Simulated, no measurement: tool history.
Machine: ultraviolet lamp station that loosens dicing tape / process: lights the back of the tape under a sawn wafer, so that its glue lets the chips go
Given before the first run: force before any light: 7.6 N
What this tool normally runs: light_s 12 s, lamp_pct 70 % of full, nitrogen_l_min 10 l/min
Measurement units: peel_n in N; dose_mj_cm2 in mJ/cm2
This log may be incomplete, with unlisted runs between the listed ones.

run   hour  light_s  lamp_pct  nitrogen_l_min  peel_n  dose_mj_cm2
  1    0.0       12        70              10   1.636          424
  2    8.3        6        70              10   3.438          211
  3   19.2       12        70              19   1.148          416
  4   27.6        8        70              10   2.627          280
  5   36.3        8        70              10   2.776          282
  6   44.4        8        70              10   2.623          280
  7   50.2        8        70              10   2.617          275
  8   59.5       12        70              10   1.699          414
  9   64.4       12        70              10   1.658          410
 10   75.8       12        70              10   1.679          411
 11   80.7       12        70              10   1.724          411
 12   92.3       12        70              13   1.513          413
 13  102.1       12        70              13   1.506          410
 14  110.3       12        70              10   1.727          405
 15  116.2       12        70               3   3.120          406
 16  126.3       12        70              10   1.841          404
 17  136.3       11        70              10   2.028          366
 18  142.1       12        70               4   2.765          400
 19  150.7       12        70               4   2.319          489
 20  157.6       12        70               4   2.345          490
 21  165.4       12        70               6   1.860          484
 22  173.7       12        70               6   1.908          481
 23  178.6       22        89               6   0.452         1125
 24  185.9       22        87               6   0.473         1090
 25  192.7        8        97              13   1.343          435
 26  203.3        8        97               4   2.521          442
 27  209.2        7        97               4   2.965          385
 28  219.5       14        78               3   2.049          622
 29  230.7       14        78               3   2.047          620
 30  239.7       14        78               3   2.037          609
 31  248.1       14        66               5   1.909          516
 32  255.5       17        66              10   0.877          627
 33  263.3       10        61              14   1.837          338
 34  268.3       10        64              18   1.563          353
 35  278.8       12        96              17   0.595          631
 36  289.3        8        63               9   2.830          275
 37  300.3        8        63               9   2.874          276
 38  308.6        7        99              10   1.978          373
 39  316.6        7        87               5   3.065          323
 40  324.8        7        87               4   3.383          331
 41  329.5       21        67               4   1.190          755
 42  337.5       11        67               4   2.866          399
 43  342.7       16        62              14   0.924          533

Withheld: 1 entry from between the runs. Position of each, and hidden state at the listed run before versus the listed run after:
Runs 18 to 19: window cleaned of glue's vapour (hour 143.9)
  lamp's light, % of a new lamp's: 93.6 -> 93.5; light that the window lets through, % of a clean one's: 81.5 -> 99.4
  measured value less the no-hidden-state value, peel_n: +0.704 -> +0.192 N; dose_mj_cm2: -124 -> -37 mJ/cm2
